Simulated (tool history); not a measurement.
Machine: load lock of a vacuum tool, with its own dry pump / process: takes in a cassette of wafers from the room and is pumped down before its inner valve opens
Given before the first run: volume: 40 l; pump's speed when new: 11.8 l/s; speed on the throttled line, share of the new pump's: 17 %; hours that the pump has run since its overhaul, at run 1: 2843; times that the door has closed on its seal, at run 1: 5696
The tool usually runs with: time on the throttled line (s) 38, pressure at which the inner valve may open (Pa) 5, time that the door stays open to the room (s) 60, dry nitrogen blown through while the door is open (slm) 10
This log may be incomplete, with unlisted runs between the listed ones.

run      day  time on the throttled line (s)  pressure at which the inner valve may open (Pa)  time that the door stays open to the room (s)  dry nitrogen blown through while the door is open (slm)  hours that the pump has run since its overhaul  times that the door has closed on its seal  incoming humidity of the room's air, %  time from the closed door until the inner valve may open (s)  rise of the pressure with all valves shut (Pa/min)
  1        0                              38                                                5                                             60                                                       10                                            2843                                        5696                                    44.1                                                          67.4                                                0.05
  2     8.25                              37                                                5                                             60                                                       10                                            3041                                        6618                                    41.5                                                          66.8                                               0.045
  3   20.979                              38                                                5                                             60                                                       10                                            3346                                        8038                                    44.3                                                          66.4                                               0.053
  4   30.321                              38                                                5                                             27                                                       10                                            3570                                        9081                                    47.9                                                            67                                               0.047
  5   42.021                              38                                                6                                             60                                                       10                                            3851                                       10387                                    43.2                                                            67                                               0.059
  6   50.896                              38                                                5                                             60                                                       10                                            4064                                       11378                                    44.2                                                          68.1                                               0.069
  7   66.608                              34                                                4                                             63                                                       10                                            4441                                       13132                                    45.8                                                          66.1                                               0.069
  8   77.454                              58                                                8                                             42                                                       14                                            4702                                       14343                                    46.6                                                          83.5                                               0.072
  9   89.767                              60                                                9                                             84                                                       10                                            4997                                       15717                                    45.4                                                          82.6                                               0.084
 10  104.221                              20                                                6                                             84                                                       15                                            5344                                       17331                                    43.1                                                          52.8                                               0.087

For run 11, what comes out?
 11  114.679                              20                                                6                                             84                                                       16                                            5595                                       18498                                      47                                                             ?                                                   ?

{"run 11": {"time from the closed door until the inner valve may open (s)": 53.9, "rise of the pressure with all valves shut (Pa/min)": 0.097}}
Take away the tool's hidden state, keep the run-to-run variation as it was, and the same run would have given time from the closed door until the inner valve may open (s) 50.3, rise of the pressure with all valves shut (Pa/min) 0.036.
